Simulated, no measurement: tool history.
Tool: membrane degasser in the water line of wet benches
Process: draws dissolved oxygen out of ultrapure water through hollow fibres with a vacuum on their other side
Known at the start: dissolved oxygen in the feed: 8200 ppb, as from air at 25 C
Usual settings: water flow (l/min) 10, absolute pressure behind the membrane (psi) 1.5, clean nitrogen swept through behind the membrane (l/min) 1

run	hour	water flow (l/min)	absolute pressure behind the membrane (psi)	clean nitrogen swept through behind the membrane (l/min)	dissolved oxygen in the water behind the degasser (ppb)	pressure that the water loses in the fibres (psi)
1	0	10	1.5	1	229.7	9.791
2	76	10	1.5	1	229.9	9.81
3	124	10	1.5	1	230.6	9.816
4	172.4	10	1.5	1	235.3	9.797
5	241	10	1.5	1	234	9.813
6	287.4	10	1.5	1	233.5	9.848
7	375.4	10	1.5	1	234.4	9.845
8	422.2	10	1.5	1	233.3	9.815
9	486.2	10	0.9	1	139.9	9.832
10	526.8	10	0.9	1	139.4	9.913
11	567.3	7	1.5	1	162.8	6.868
12	645.5	7	1.5	1	162.3	6.908
13	698.3	10	1.5	1	235.7	9.834

The next listed run, before its measurement:
14	769.1	10	1.5	1	?	?

Run 14 gave dissolved oxygen in the water behind the degasser (ppb) 237.4, pressure that the water loses in the fibres (psi) 9.871.
Without the tool's hidden state the same run would have given dissolved oxygen in the water behind the degasser (ppb) 224.2, pressure that the water loses in the fibres (psi) 9.735.

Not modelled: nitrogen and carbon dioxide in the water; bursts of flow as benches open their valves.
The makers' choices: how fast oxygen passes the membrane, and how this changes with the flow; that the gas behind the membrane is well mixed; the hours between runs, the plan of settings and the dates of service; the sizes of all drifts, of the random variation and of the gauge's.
